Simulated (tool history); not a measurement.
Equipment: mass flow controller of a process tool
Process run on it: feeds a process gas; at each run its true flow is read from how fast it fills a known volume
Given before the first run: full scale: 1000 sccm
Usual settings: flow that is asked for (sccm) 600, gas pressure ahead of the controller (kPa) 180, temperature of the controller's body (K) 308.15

run    hour  flow that is asked for (sccm)  gas pressure ahead of the controller (kPa)  temperature of the controller's body (K)  true flow (%)
  1     0.0                            600                                         180                                    308.15         100.08
  2   184.4                            600                                         180                                    308.15         100.05
  3   333.8                            600                                         219                                    308.15          99.92
  4   431.3                            600                                         180                                    308.15          99.86
  5   529.3                            600                                         180                                    298.15          99.22
  6   700.7                            600                                         180                                    298.15          99.26
  7   886.7                            600                                         180                                    298.15          98.97
  8   979.0                            600                                         180                                    308.15          99.65
  9  1162.5                            600                                         178                                    308.15          99.30
 10  1345.8                            600                                         178                                    308.15          99.33
 11  1448.6                            600                                         178                                    308.15          99.43
 12  1626.9                            600                                         178                                    308.15          99.12
 13  1819.4                            600                                         178                                    308.15          99.11
 14  1903.8                            600                                         178                                    308.15          99.00
 15  2032.9                            600                                         180                                    308.15          98.96
 16  2121.5                            600                                         180                                    299.15          98.29
     2199.4  -- controller's zero set anew
 17  2313.3                            600                                         180                                    299.15          98.29
 18  2509.1                            366                                         180                                    299.15          97.75
 19  2648.4                            600                                         180                                    308.15          98.46
 20  2816.1                            600                                         180                                    308.15          98.54
 21  2990.7                            600                                         180                                    308.15          98.31
 22  3118.0                            600                                         180                                    295.15          97.53
 23  3206.3                            600                                         223                                    308.15          98.04
 24  3329.1                            600                                         223                                    308.15          98.13
 25  3494.6                            600                                         223                                    308.15          98.00
 26  3664.7                            799                                         200                                    304.15          97.83
 27  3814.9                            615                                         150                                    308.15          97.94
 28  3959.4                            615                                         195                                    298.15          97.26
 29  4072.6                            321                                         234                                    309.15          97.43
 30  4223.0                            163                                         234                                    309.15          97.09
 31  4384.0                            746                                         242                                    308.15          97.57
 32  4484.1                            746                                         242                                    308.15          97.65
 33  4661.7                            302                                         180                                    308.15          96.92
     4803.7  -- gauge calibrated
 34  4831.4                            302                                         180                                    308.15          99.87
 35  4949.8                            112                                         184                                    309.15          99.57
 36  5135.2                            193                                         146                                    293.15          98.51
 37  5257.7                            234                                         146                                    293.15          98.52
 38  5430.2                            334                                         169                                    301.15          99.03
 39  5596.8                            122                                         169                                    296.15          98.33
 40  5732.2                            600                                         180                                    312.15          99.79
 41  5892.0                            115                                         180                                    312.15          99.31
 42  6083.7                            115                                         180                                    312.15          99.09
 43  6207.8                            519                                         214                                    306.15          98.90
 44  6331.0                            600                                         180                                    312.15          99.35
 45  6415.5                            101                                         270                                    294.15          97.65
 46  6541.5                            101                                         270                                    294.15          97.65

3 options for the next run, each taken on its own from the tool as it stands now. Forecast them:
  A  6714.4                            600                                         175                                    308.15              ?
  B  6714.4                            930                                         270                                    294.15              ?
  C  6714.4                            610                                         252                                    307.15              ?

run  true flow (%)
  A          99.19
  B          98.55
  C          98.77
What these runs would have given with no unlogged condition in the tool:
run  true flow (%)
  A         100.37
  B          99.72
  C          99.94

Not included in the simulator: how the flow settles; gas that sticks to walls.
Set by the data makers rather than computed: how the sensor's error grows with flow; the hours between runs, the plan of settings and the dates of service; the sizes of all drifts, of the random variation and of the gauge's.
